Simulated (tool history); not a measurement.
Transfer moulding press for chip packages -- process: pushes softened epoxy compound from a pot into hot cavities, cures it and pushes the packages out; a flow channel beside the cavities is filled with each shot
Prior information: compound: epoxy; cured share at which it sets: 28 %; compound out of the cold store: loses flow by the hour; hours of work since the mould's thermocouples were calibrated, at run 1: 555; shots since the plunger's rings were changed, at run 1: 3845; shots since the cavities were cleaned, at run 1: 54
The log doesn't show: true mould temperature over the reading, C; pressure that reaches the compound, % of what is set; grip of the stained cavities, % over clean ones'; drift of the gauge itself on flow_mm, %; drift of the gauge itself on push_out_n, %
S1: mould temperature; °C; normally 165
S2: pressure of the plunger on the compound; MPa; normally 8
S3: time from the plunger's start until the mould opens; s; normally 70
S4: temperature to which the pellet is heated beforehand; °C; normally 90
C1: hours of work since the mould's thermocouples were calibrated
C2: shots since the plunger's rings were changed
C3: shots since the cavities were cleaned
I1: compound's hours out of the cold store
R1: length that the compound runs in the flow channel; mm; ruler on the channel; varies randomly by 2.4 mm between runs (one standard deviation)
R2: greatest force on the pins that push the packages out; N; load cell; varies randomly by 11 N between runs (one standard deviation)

| run | hour | S1 | S2 | S3 | S4 | C1 | C2 | C3 | I1 | R1 | R2 |
|---|---|---|---|---|---|---|---|---|---|---|---|
| 1 | 0 | 165 | 8 | 70 | 90 | 555 | 3845 | 54 | 13.5 | 979 | 603 |
|  | 33.2 | mould's thermocouples calibrated |
| 2 | 38 | 165 | 8 | 70 | 90 | 3 | 4343 | 552 | 45.2 | 807 | 971 |
| 3 | 81.6 | 165 | 8 | 70 | 90 | 30 | 4947 | 1156 | 46.9 | 795 | 1023 |
|  | 88.5 | cavities cleaned with cleaning compound and waxed |
|  | 107.6 | plunger's sealing rings changed |
| 4 | 134.5 | 165 | 8 | 70 | 90 | 61 | 372 | 603 | 29.6 | 912 | 987 |
|  | 178.3 | cavities cleaned with cleaning compound and waxed |
| 5 | 202.8 | 165 | 9.78 | 70 | 90 | 103 | 1297 | 340 | 25.5 | 1025 | 860 |
| 6 | 234.2 | 164 | 8 | 70 | 90 | 122 | 1732 | 775 | 44.1 | 834 | 1049 |
|  | 264.9 | cavities cleaned with cleaning compound and waxed |
| 7 | 278.5 | 164 | 8 | 70 | 90 | 149 | 2324 | 188 | 23.5 | 934 | 817 |
| 8 | 310.1 | 165 | 8 | 70 | 90 | 169 | 2762 | 626 | 22.5 | 931 | 983 |
|  | 355.3 | cavities cleaned with cleaning compound and waxed |
| 9 | 370.9 | 165 | 8 | 70 | 90 | 206 | 3582 | 216 | 28.9 | 897 | 737 |
| 10 | 424.3 | 165 | 8 | 70 | 90 | 239 | 4322 | 956 | 38.9 | 839 | 1064 |
|  | 442.7 | cavities cleaned with cleaning compound and waxed |
|  | 490.8 | plunger's sealing rings changed |
| 11 | 500 | 165 | 8 | 70 | 90 | 284 | 127 | 758 | 16.1 | 998 | 1034 |
|  | 532.3 | cavities cleaned with cleaning compound and waxed |
| 12 | 551.5 | 165 | 8 | 70 | 90 | 315 | 819 | 265 | 21.3 | 958 | 853 |
| 13 | 614.4 | 165 | 8 | 70 | 90 | 354 | 1691 | 1137 | 15.4 | 987 | 1116 |
|  | 622.4 | cavities cleaned with cleaning compound and waxed |
| 14 | 658.3 | 165 | 8 | 70 | 90 | 381 | 2277 | 497 | 47.5 | 805 | 915 |
|  | 708.2 | cavities cleaned with cleaning compound and waxed |
| 15 | 727.8 | 159 | 6.79 | 70 | 90 | 423 | 3219 | 272 | 17.9 | 890 | 1166 |
|  | 796.5 | cavities cleaned with cleaning compound and waxed |
| 16 | 799.4 | 165 | 7 | 70 | 89 | 467 | 4189 | 40 | 39.8 | 775 | 573 |
| 17 | 861.6 | 167 | 9.3 | 61 | 92 | 506 | 5050 | 901 | 13.5 | 1029 | 1242 |
|  | 876.4 | plunger's sealing rings changed |
|  | 887.9 | cavities cleaned with cleaning compound and waxed |
| 18 | 932.6 | 167 | 9.3 | 61 | 92 | 548 | 757 | 618 | 17.8 | 1049 | 1114 |
|  | 977.8 | mould's thermocouples calibrated |
|  | 979.3 | cavities cleaned with cleaning compound and waxed |
| 19 | 983.9 | 172 | 7.06 | 70 | 98 | 3 | 1419 | 65 | 19.7 | 890 | 523 |
| 20 | 1031.3 | 172 | 7.06 | 70 | 98 | 33 | 2075 | 721 | 26.4 | 848 | 823 |
|  | 1068.4 | cavities cleaned with cleaning compound and waxed |
| 21 | 1091 | 172 | 7.06 | 52 | 94 | 69 | 2881 | 313 | 38.1 | 793 | 999 |
| 22 | 1123.7 | 172 | 6.56 | 80 | 90 | 89 | 3333 | 765 | 9.4 | 903 | 820 |
|  | 1158.3 | cavities cleaned with cleaning compound and waxed |
| 23 | 1159.5 | 172 | 6.56 | 80 | 90 | 111 | 3808 | 16 | 40 | 751 | 474 |
| 24 | 1225.7 | 157 | 7.17 | 84 | 90 | 152 | 4725 | 933 | 15.8 | 918 | 1209 |
|  | 1247.3 | cavities cleaned with cleaning compound and waxed |
|  | 1263.4 | plunger's sealing rings changed |
| 25 | 1294 | 158 | 8.91 | 70 | 90 | 192 | 424 | 612 | 14.8 | 1067 | 1563 |
| 26 | 1332.5 | 158 | 8.91 | 74 | 82 | 216 | 957 | 1145 | 16.8 | 1053 | 1545 |
|  | 1339.2 | cavities cleaned with cleaning compound and waxed |
| 27 | 1381.9 | 172 | 8 | 70 | 90 | 246 | 1621 | 592 | 23 | 931 | 776 |

Hidden state at the last listed run before each entry between runs and at the first one after, where it differs:
After run 1, before run 2: mould's thermocouples calibrated (hour 33.2)
  true mould temperature over the reading, C: 0.88 -> -0.03; pressure that reaches the compound, % of what is set: 93.53 -> 92.71; grip of the stained cavities, % over clean ones': 10.7 -> 75.4
  the result without the hidden state subtracted from the measured one, R1: -35 -> -31 mm; R2: +34 -> +417 N
After run 3, before run 4: cavities cleaned with cleaning compound and waxed (hour 88.5); plunger's sealing rings changed (hour 107.6)
  true mould temperature over the reading, C: 0.01 -> 0.06; pressure that reaches the compound, % of what is set: 91.63 -> 98.82; grip of the stained cavities, % over clean ones': 99.6 -> 75.4
  the result without the hidden state subtracted from the measured one, R1: -36 -> -5 mm; R2: +511 -> +421 N
After run 4, before run 5: cavities cleaned with cleaning compound and waxed (hour 178.3)
  true mould temperature over the reading, C: 0.06 -> 0.13; pressure that reaches the compound, % of what is set: 98.82 -> 97.23; grip of the stained cavities, % over clean ones': 75.4 -> 56.6
  the result without the hidden state subtracted from the measured one, R1: -5 -> -14 mm; R2: +421 -> +308 N
After run 6, before run 7: cavities cleaned with cleaning compound and waxed (hour 264.9)
  true mould temperature over the reading, C: 0.16 -> 0.2; pressure that reaches the compound, % of what is set: 96.39 -> 95.25; grip of the stained cavities, % over clean ones': 89.6 -> 38.6
  the result without the hidden state subtracted from the measured one, R1: -16 -> -24 mm; R2: +490 -> +222 N
After run 8, before run 9: cavities cleaned with cleaning compound and waxed (hour 355.3)
  true mould temperature over the reading, C: 0.24 -> 0.29; pressure that reaches the compound, % of what is set: 94.5 -> 93.14; grip of the stained cavities, % over clean ones': 80.2 -> 40.6
  the result without the hidden state subtracted from the measured one, R1: -28 -> -33 mm; R2: +431 -> +208 N
After run 10, before run 11: cavities cleaned with cleaning compound and waxed (hour 442.7); plunger's sealing rings changed (hour 490.8)
  true mould temperature over the reading, C: 0.34 -> 0.41; pressure that reaches the compound, % of what is set: 91.71 -> 99.15; grip of the stained cavities, % over clean ones': 93.2 -> 88.1
  the result without the hidden state subtracted from the measured one, R1: -38 -> -5 mm; R2: +504 -> +472 N
After run 11, before run 12: cavities cleaned with cleaning compound and waxed (hour 532.3)
  true mould temperature over the reading, C: 0.41 -> 0.45; pressure that reaches the compound, % of what is set: 99.15 -> 97.86; grip of the stained cavities, % over clean ones': 88.1 -> 50.4
  the result without the hidden state subtracted from the measured one, R1: -5 -> -11 mm; R2: +472 -> +271 N
After run 13, before run 14: cavities cleaned with cleaning compound and waxed (hour 622.4)
  true mould temperature over the reading, C: 0.51 -> 0.55; pressure that reaches the compound, % of what is set: 96.12 -> 95; grip of the stained cavities, % over clean ones': 101.2 -> 69.9
  the result without the hidden state subtracted from the measured one, R1: -21 -> -21 mm; R2: +548 -> +363 N
After run 14, before run 15: cavities cleaned with cleaning compound and waxed (hour 708.2)
  true mould temperature over the reading, C: 0.55 -> 0.62; pressure that reaches the compound, % of what is set: 95 -> 93.48; grip of the stained cavities, % over clean ones': 69.9 -> 47.8
  the result without the hidden state subtracted from the measured one, R1: -21 -> -32 mm; R2: +363 -> +339 N
After run 15, before run 16: cavities cleaned with cleaning compound and waxed (hour 796.5)
  true mould temperature over the reading, C: 0.62 -> 0.69; pressure that reaches the compound, % of what is set: 93.48 -> 91.77; grip of the stained cavities, % over clean ones': 47.8 -> 10.1
  the result without the hidden state subtracted from the measured one, R1: -32 -> -35 mm; R2: +339 -> +37 N
After run 17, before run 18: plunger's sealing rings changed (hour 876.4); cavities cleaned with cleaning compound and waxed (hour 887.9)
  true mould temperature over the reading, C: 0.75 -> 0.82; pressure that reaches the compound, % of what is set: 90.28 -> 98.26; grip of the stained cavities, % over clean ones': 93 -> 78.5
  the result without the hidden state subtracted from the measured one, R1: -56 -> -10 mm; R2: +571 -> +459 N
After run 18, before run 19: mould's thermocouples calibrated (hour 977.8); cavities cleaned with cleaning compound and waxed (hour 979.3)
  true mould temperature over the reading, C: 0.82 -> 0.1; pressure that reaches the compound, % of what is set: 98.26 -> 97.03; grip of the stained cavities, % over clean ones': 78.5 -> 13.8
  the result without the hidden state subtracted from the measured one, R1: -10 -> -13 mm; R2: +459 -> +62 N
After run 20, before run 21: cavities cleaned with cleaning compound and waxed (hour 1068.4)
  true mould temperature over the reading, C: 0.15 -> 0.2; pressure that reaches the compound, % of what is set: 95.82 -> 94.42; grip of the stained cavities, % over clean ones': 87 -> 54
  the result without the hidden state subtracted from the measured one, R1: -18 -> -24 mm; R2: +385 -> +341 N
After run 22, before run 23: cavities cleaned with cleaning compound and waxed (hour 1158.3)
  true mould temperature over the reading, C: 0.24 -> 0.27; pressure that reaches the compound, % of what is set: 93.69 -> 92.96; grip of the stained cavities, % over clean ones': 87.7 -> 6.7
  the result without the hidden state subtracted from the measured one, R1: -30 -> -29 mm; R2: +383 -> +29 N
After run 24, before run 25: cavities cleaned with cleaning compound and waxed (hour 1247.3); plunger's sealing rings changed (hour 1263.4)
  true mould temperature over the reading, C: 0.33 -> 0.39; pressure that reaches the compound, % of what is set: 91.41 -> 99.05; grip of the stained cavities, % over clean ones': 94.3 -> 76.7
  the result without the hidden state subtracted from the measured one, R1: -43 -> -6 mm; R2: +575 -> +650 N
After run 26, before run 27: cavities cleaned with cleaning compound and waxed (hour 1339.2)
  true mould temperature over the reading, C: 0.43 -> 0.48; pressure that reaches the compound, % of what is set: 98.08 -> 96.89; grip of the stained cavities, % over clean ones': 99 -> 79.4
  the result without the hidden state subtracted from the measured one, R1: -11 -> -16 mm; R2: +744 -> +343 N
